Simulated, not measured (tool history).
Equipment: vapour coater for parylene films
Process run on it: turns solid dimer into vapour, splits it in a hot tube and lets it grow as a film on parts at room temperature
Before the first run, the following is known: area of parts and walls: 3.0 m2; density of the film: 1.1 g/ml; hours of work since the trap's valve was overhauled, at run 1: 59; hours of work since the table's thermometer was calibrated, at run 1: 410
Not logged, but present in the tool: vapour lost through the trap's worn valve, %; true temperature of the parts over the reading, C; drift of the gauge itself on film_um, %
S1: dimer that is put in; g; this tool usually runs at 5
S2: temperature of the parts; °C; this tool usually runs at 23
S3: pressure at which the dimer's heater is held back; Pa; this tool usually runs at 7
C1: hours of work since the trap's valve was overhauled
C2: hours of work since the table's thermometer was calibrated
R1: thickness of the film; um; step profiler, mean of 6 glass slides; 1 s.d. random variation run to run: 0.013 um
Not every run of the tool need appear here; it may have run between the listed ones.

{"run": 1, "day": 0.0, "S1": 5, "S2": 23, "S3": 7, "C1": 59, "C2": 410, "R1": 0.85}
{"run": 2, "day": 1.367, "S1": 5, "S2": 23, "S3": 7, "C1": 74, "C2": 425, "R1": 0.84}
{"run": 3, "day": 2.833, "S1": 5, "S2": 23, "S3": 7, "C1": 90, "C2": 441, "R1": 0.82}
{"run": 4, "day": 3.558, "S1": 5, "S2": 23, "S3": 2, "C1": 98, "C2": 449, "R1": 1.01}
{"run": 5, "day": 4.892, "S1": 5, "S2": 23, "S3": 2, "C1": 113, "C2": 464, "R1": 1.02}
{"run": 6, "day": 5.562, "S1": 5, "S2": 23, "S3": 7, "C1": 120, "C2": 471, "R1": 0.83}
{"run": 7, "day": 6.521, "S1": 5, "S2": 23, "S3": 4.19, "C1": 131, "C2": 482, "R1": 0.93}
{"run": 8, "day": 7.392, "S1": 5, "S2": 23, "S3": 4.19, "C1": 140, "C2": 491, "R1": 0.86}
{"run": 9, "day": 8.358, "S1": 5, "S2": 23, "S3": 7, "C1": 151, "C2": 502, "R1": 0.82}
{"run": 10, "day": 9.196, "S1": 5, "S2": 23, "S3": 4.19, "C1": 160, "C2": 511, "R1": 0.9}
{"run": 11, "day": 10.533, "S1": 5, "S2": 23, "S3": 4.19, "C1": 175, "C2": 526, "R1": 0.87}
{"run": 12, "day": 11.733, "S1": 2, "S2": 23, "S3": 8.18, "C1": 188, "C2": 539, "R1": 0.3}
{"run": 13, "day": 12.733, "S1": 5, "S2": 22, "S3": 9.29, "C1": 199, "C2": 550, "R1": 0.8}
{"run": 14, "day": 13.596, "S1": 5, "S2": 23, "S3": 7, "C1": 209, "C2": 559, "R1": 0.8}
{"run": 15, "day": 14.888, "S1": 5, "S2": 26, "S3": 4.23, "C1": 223, "C2": 574, "R1": 0.76}
{"run": 16, "day": 16.146, "S1": 5, "S2": 26, "S3": 4.23, "C1": 237, "C2": 587, "R1": 0.78}
{"run": 17, "day": 17.204, "S1": 5, "S2": 15, "S3": 3.78, "C1": 248, "C2": 599, "R1": 1.17}
{"run": 18, "day": 18.583, "S1": 3, "S2": 23, "S3": 7, "C1": 263, "C2": 614, "R1": 0.5}
{"run": 19, "day": 19.379, "S1": 9, "S2": 29, "S3": 9.53, "C1": 272, "C2": 623, "R1": 1.07}
{"run": 20, "day": 20.4, "S1": 6, "S2": 21, "S3": 7, "C1": 283, "C2": 634, "R1": 0.98}
{"run": 21, "day": 21.433, "S1": 3, "S2": 21, "S3": 7, "C1": 295, "C2": 646, "R1": 0.48}

Each row is a separate what-if for the run after 21, all from the same tool condition, not one after another. Results?
{"run": "A", "day": 22.808, "S1": 3, "S2": 27, "S3": 4.07, "C1": 310, "C2": 661, "R1": "?"}
{"run": "B", "day": 22.808, "S1": 3, "S2": 21, "S3": 4.96, "C1": 310, "C2": 661, "R1": "?"}
{"run": "C", "day": 22.808, "S1": 6, "S2": 16, "S3": 2.43, "C1": 310, "C2": 661, "R1": "?"}
{"run": "D", "day": 22.808, "S1": 3, "S2": 21, "S3": 3.78, "C1": 310, "C2": 661, "R1": "?"}

run=A R1=0.44
run=B R1=0.54
run=C R1=1.43
run=D R1=0.55
With no hidden state in the tool, these same runs would have given:
run=A R1=0.5
run=B R1=0.62
run=C R1=1.65
run=D R1=0.63

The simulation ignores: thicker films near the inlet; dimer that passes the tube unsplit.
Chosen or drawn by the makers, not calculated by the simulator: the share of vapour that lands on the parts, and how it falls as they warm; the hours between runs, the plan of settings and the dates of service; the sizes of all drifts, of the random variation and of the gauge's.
